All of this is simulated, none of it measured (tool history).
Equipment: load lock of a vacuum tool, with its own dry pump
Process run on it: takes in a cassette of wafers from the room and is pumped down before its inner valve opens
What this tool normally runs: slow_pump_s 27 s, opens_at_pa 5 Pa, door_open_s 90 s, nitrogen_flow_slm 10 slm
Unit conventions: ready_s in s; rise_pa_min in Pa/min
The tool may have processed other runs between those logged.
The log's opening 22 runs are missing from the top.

| run | hour | slow_pump_s | opens_at_pa | door_open_s | nitrogen_flow_slm | hours that the pump has run since its overhaul | times that the door has closed on its seal | incoming humidity of the room's air, % | ready_s | rise_pa_min |
|---|---|---|---|---|---|---|---|---|---|---|
| 23 | 8483.2 | 20 | 9 | 53 | 4 | 10177 | 59554 | 46.1 | 61.5 | 0.346 |
| 24 | 9036 | 20 | 9 | 53 | 4 | 10730 | 60689 | 44.5 | 61.1 | 0.353 |
| 25 | 9528 | 48 | 9 | 53 | 9 | 11222 | 61699 | 45.5 | 82.2 | 0.352 |
| 26 | 9913.6 | 42 | 6 | 46 | 10 | 11607 | 62490 | 42 | 80.2 | 0.342 |
| 27 | 10450.2 | 42 | 6 | 26 | 10 | 12144 | 63592 | 43.3 | 80 | 0.338 |
| 28 | 10860.5 | 15 | 5 | 90 | 10 | 12554 | 64434 | 44.6 | 61.6 | 0.386 |
| 29 | 11172.1 | 18 | 5 | 90 | 10 | 12866 | 65074 | 48.5 | 63.8 | 0.396 |
| 30 | 11740.9 | 15 | 8 | 125 | 10 | 13435 | 66241 | 45 | 59.3 | 0.41 |
| 31 | 11990.7 | 27 | 5 | 122 | 10 | 13685 | 66754 | 42.1 | 70.6 | 0.417 |
| 32 | 12274.2 | 27 | 5 | 122 | 10 | 13968 | 67336 | 49.3 | 70.8 | 0.429 |
| 33 | 12788.7 | 47 | 10 | 81 | 27 | 14483 | 68392 | 48.6 | 80 | 0.406 |
|  | 13192.3 | door's seal changed, seat wiped |
| 34 | 13261.3 | 50 | 4 | 75 | 7 | 14954 | 142 | 46 | 89 | 0.066 |
| 35 | 13624.3 | 48 | 5 | 75 | 7 | 15317 | 887 | 42.1 | 87.1 | 0.059 |
| 36 | 14103.6 | 48 | 5 | 75 | 7 | 15796 | 1871 | 44 | 85.7 | 0.071 |
| 37 | 14692.9 | 27 | 5 | 26 | 10 | 16385 | 3081 | 44.8 | 70.9 | 0.036 |

Forecast each of these 4 alternatives for the next run:
| A | 14935.7 | 39 | 5 | 90 | 10 | 16628 | 3579 | 46.4 | ? | ? |
| B | 14935.7 | 27 | 9 | 26 | 10 | 16628 | 3579 | 39.9 | ? | ? |
| C | 14935.7 | 27 | 5 | 208 | 10 | 16628 | 3579 | 42.4 | ? | ? |
| D | 14935.7 | 29 | 5 | 26 | 6 | 16628 | 3579 | 47 | ? | ? |

| run | ready_s | rise_pa_min |
|---|---|---|
| A | 79.6 | 0.07 |
| B | 68 | 0.038 |
| C | 71.8 | 0.117 |
| D | 71.8 | 0.045 |
Without the tool's hidden state the same runs would have given:
| run | ready_s | rise_pa_min |
|---|---|---|
| A | 77.2 | 0.066 |
| B | 65.4 | 0.033 |
| C | 69.1 | 0.113 |
| D | 69.2 | 0.04 |
